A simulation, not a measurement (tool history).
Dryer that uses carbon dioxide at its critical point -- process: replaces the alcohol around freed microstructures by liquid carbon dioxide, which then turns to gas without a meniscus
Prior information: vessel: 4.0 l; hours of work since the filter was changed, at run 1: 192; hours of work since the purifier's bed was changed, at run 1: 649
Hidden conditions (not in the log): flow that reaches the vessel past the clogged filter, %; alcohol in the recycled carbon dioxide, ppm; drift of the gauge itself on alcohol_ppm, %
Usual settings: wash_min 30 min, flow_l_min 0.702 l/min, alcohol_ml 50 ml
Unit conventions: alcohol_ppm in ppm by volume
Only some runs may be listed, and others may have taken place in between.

| run | day | wash_min | flow_l_min | alcohol_ml | hours of work since the filter was changed | hours of work since the purifier's bed was changed | alcohol_ppm |
|---|---|---|---|---|---|---|---|
| 1 | 0.000 | 30 | 0.702 | 50 | 192 | 649 | 238 |
| 2 | 1.538 | 30 | 0.702 | 50 | 213 | 670 | 260 |
| 3 | 3.912 | 30 | 1.191 | 50 | 246 | 703 | 101 |
| 4 | 5.925 | 30 | 1.191 | 50 | 273 | 730 | 105 |
| 5 | 8.021 | 30 | 0.702 | 50 | 302 | 759 | 307 |
|  | 8.412 | inlet filter changed |
| 6 | 10.108 | 30 | 0.702 | 50 | 23 | 786 | 199 |
| 7 | 12.321 | 30 | 0.702 | 50 | 53 | 817 | 214 |
| 8 | 14.400 | 30 | 0.702 | 50 | 82 | 845 | 226 |
|  | 15.312 | purifier's bed changed |
| 9 | 16.862 | 30 | 0.829 | 50 | 113 | 21 | 66 |
| 10 | 18.821 | 30 | 0.829 | 72 | 140 | 48 | 101 |
| 11 | 20.258 | 30 | 0.829 | 72 | 160 | 67 | 110 |
| 12 | 21.725 | 30 | 0.702 | 66 | 180 | 87 | 221 |
| 13 | 22.871 | 30 | 0.702 | 50 | 195 | 103 | 184 |
| 14 | 24.746 | 30 | 0.702 | 50 | 221 | 129 | 194 |
| 15 | 27.408 | 30 | 0.702 | 50 | 257 | 165 | 204 |
| 16 | 28.612 | 30 | 0.702 | 50 | 274 | 181 | 219 |
| 17 | 29.842 | 30 | 0.702 | 50 | 290 | 198 | 240 |
|  | 30.954 | inlet filter changed |
| 18 | 32.421 | 30 | 0.702 | 50 | 20 | 233 | 146 |
| 19 | 33.738 | 30 | 0.702 | 50 | 38 | 251 | 153 |
| 20 | 35.262 | 18 | 0.468 | 81 | 59 | 271 | 3105 |
| 21 | 36.754 | 18 | 0.468 | 81 | 79 | 292 | 3182 |
| 22 | 38.525 | 22 | 0.636 | 87 | 103 | 316 | 1074 |

Run 23, settings as shown, results not yet in. Your forecast:
| 23 | 41.092 | 38 | 0.947 | 42 | 138 | 351 | ? |

Run 23 measured alcohol_ppm 47 ppm by volume.
With the hidden condition absent and the run-to-run variation left alone, this run would have shown alcohol_ppm 0 ppm by volume.
